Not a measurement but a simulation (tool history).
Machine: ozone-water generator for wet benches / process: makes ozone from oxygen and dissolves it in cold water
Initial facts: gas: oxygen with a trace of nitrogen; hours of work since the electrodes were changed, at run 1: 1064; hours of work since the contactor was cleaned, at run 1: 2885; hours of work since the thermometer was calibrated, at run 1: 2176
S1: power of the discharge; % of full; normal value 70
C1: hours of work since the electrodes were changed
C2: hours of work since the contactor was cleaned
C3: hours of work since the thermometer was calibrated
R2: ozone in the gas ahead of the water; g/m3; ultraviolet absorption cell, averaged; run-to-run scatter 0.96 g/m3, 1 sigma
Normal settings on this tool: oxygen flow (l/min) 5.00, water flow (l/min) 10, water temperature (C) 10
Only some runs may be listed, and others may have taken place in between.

Run 1, hour 0.0: usual settings; C1 1064; C2 2885; C3 2176. Result: dissolved ozone (ppm) 20.3, R2 160.2 g/m3.
Run 2, hour 119.2: usual settings; C1 1164; C2 2984; C3 2275. Result: dissolved ozone (ppm) 20.0, R2 159.4 g/m3.
Run 3, hour 290.1: usual settings; C1 1306; C2 3127; C3 2418. Result: dissolved ozone (ppm) 19.9, R2 158.1 g/m3.
Run 4, hour 392.8: usual settings; C1 1392; C2 3213; C3 2504. Result: dissolved ozone (ppm) 20.1, R2 158.7 g/m3.
Run 5, hour 510.4: usual settings; C1 1490; C2 3311; C3 2602. Result: dissolved ozone (ppm) 19.6, R2 158.4 g/m3.
At hour 575.0: water thermometer calibrated.
Run 6, hour 628.9: usual settings but oxygen flow (l/min) 6.28; C1 1589; C2 3410; C3 45. Result: dissolved ozone (ppm) 19.5, R2 144.2 g/m3.
Run 7, hour 709.1: usual settings but S1 59 % of full; C1 1656; C2 3477; C3 112. Result: dissolved ozone (ppm) 17.2, R2 137.7 g/m3.
Run 8, hour 792.6: usual settings; C1 1726; C2 3547; C3 182. Result: dissolved ozone (ppm) 19.4, R2 158.5 g/m3.
At hour 940.0: water thermometer calibrated, once more.
Run 9, hour 957.8: usual settings; C1 1864; C2 3684; C3 15. Result: dissolved ozone (ppm) 19.5, R2 154.6 g/m3.
Run 10, hour 1064.8: usual settings; C1 1953; C2 3774; C3 104. Result: dissolved ozone (ppm) 19.3, R2 158.3 g/m3.
Run 11, hour 1197.7: usual settings; C1 2064; C2 3885; C3 215. Result: dissolved ozone (ppm) 19.2, R2 156.5 g/m3.
Run 12, hour 1379.5: usual settings; C1 2216; C2 4037; C3 367. Result: dissolved ozone (ppm) 19.0, R2 157.5 g/m3.
Run 13, hour 1525.3: usual settings; C1 2338; C2 4159; C3 489. Result: dissolved ozone (ppm) 18.8, R2 156.1 g/m3.
Run 14, hour 1651.8: usual settings; C1 2444; C2 4264; C3 595. Result: dissolved ozone (ppm) 18.8, R2 155.6 g/m3.
Run 15, hour 1734.9: usual settings; C1 2513; C2 4334; C3 664. Result: dissolved ozone (ppm) 18.5, R2 154.2 g/m3.
Run 16, hour 1931.7: usual settings; C1 2677; C2 4498; C3 829. Result: dissolved ozone (ppm) 18.4, R2 155.1 g/m3.

Run 17, settings as shown, results not yet in. Your forecast:
At hour 2008.8: contactor cleaned.
Run 17, hour 2018.6: usual settings but water flow (l/min) 7, water temperature (C) 5; C1 2747; C2 8; C3 898. Result: dissolved ozone (ppm) ?, R2 ?.

{"run 17": {"dissolved ozone (ppm)": 31.7, "R2": 153.4}}
Were there no unlogged condition in the tool, this run, its random variation unchanged, would have produced dissolved ozone (ppm) 33.8, R2 162.4 g/m3.
